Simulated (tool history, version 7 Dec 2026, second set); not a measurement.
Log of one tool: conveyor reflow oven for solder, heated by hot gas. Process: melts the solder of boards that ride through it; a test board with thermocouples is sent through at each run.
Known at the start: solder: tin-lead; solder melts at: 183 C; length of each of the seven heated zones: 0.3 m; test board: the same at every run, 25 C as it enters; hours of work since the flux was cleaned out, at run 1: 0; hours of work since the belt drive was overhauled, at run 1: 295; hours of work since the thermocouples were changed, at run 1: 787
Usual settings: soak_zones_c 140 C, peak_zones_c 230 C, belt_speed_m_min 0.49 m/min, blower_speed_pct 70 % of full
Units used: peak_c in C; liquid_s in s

run	hour	soak_zones_c	peak_zones_c	belt_speed_m_min	blower_speed_pct	hours of work since the flux was cleaned out	hours of work since the belt drive was overhauled	hours of work since the thermocouples were changed	peak_c	liquid_s
1	0	140	230	0.49	70	0	295	787	216.5	55.9
2	44.7	140	230	0.49	60	34	330	821	214.6	53.2
3	106.7	140	230	0.49	60	82	377	869	214.5	53.3
4	164.5	140	230	0.49	60	126	422	913	214.5	52.9
5	205.4	140	230	0.49	60	158	453	944	214.2	53.3
6	268	143	230	0.49	60	206	501	992	214.6	55
7	325.1	143	230	0.49	60	250	545	1036	214.8	55.1
8	401.3	140	230	0.424	70	308	603	1095	220.4	68.6
# hour 435.6: thermocouples of zones 6 and 7 changed
9	439.1	140	230	0.424	70	335	631	3	220.2	68.4
10	475.8	140	230	0.424	70	364	659	31	220	68.5
11	507.6	140	230	0.424	70	388	683	55	220.5	68.6
12	542	140	230	0.424	70	414	710	82	220.3	68.4
# hour 581.7: flux residue cleaned out of gas plates and filters
13	602.9	140	230	0.424	70	16	753	125	220.9	68.7
# hour 641.2: belt drive overhauled, speed set with a stopwatch
14	657.4	140	230	0.424	70	55	12	163	220.4	68.5
15	721.9	140	230	0.49	70	105	62	213	217	55.7
16	759.6	140	230	0.49	70	133	91	242	216.4	56.3
17	812.5	138	238	0.535	66	174	131	282	220	51.6
18	874.1	138	238	0.535	66	221	179	330	219.7	51.6
19	930.5	127	227	0.418	88	265	222	373	219.5	65.6
20	1005	140	230	0.391	58	322	279	430	219.9	74.1
21	1063.7	147	230	0.483	59	367	324	475	215.6	58.5
22	1122.4	147	230	0.418	59	412	369	520	219.6	71
# hour 1165.6: flux residue cleaned out of gas plates and filters
23	1202.8	147	230	0.418	59	29	427	578	219.8	72
24	1246.6	133	219	0.418	59	62	461	612	207.4	54.8
25	1321.5	133	219	0.401	85	120	518	669	212.7	65.4
26	1369	133	219	0.401	85	156	555	706	213	65.3
27	1428.7	141	243	0.49	70	202	601	752	228.6	63.2
28	1489	141	243	0.49	70	248	647	798	228.2	63.9
29	1548	149	222	0.494	81	294	692	843	212.5	56.9
30	1582.1	149	222	0.494	81	320	718	869	212.5	56.7

Here are 4 independent what-if runs from the current tool condition. What would each one return?
A	1618.2	149	222	0.514	86	347	746	897	?	?
B	1618.2	140	232	0.444	69	347	746	897	?	?
C	1618.2	146	239	0.494	67	347	746	897	?	?
D	1618.2	150	222	0.469	81	347	746	897	?	?

run	peak_c	liquid_s
A	212.2	54.4
B	221.1	65.3
C	224.7	62.4
D	213.5	61.2
What these runs would have given with no unlogged condition in the tool:
run	peak_c	liquid_s
A	212.3	54.5
B	221.2	65.3
C	224.8	62.4
D	213.6	61.3
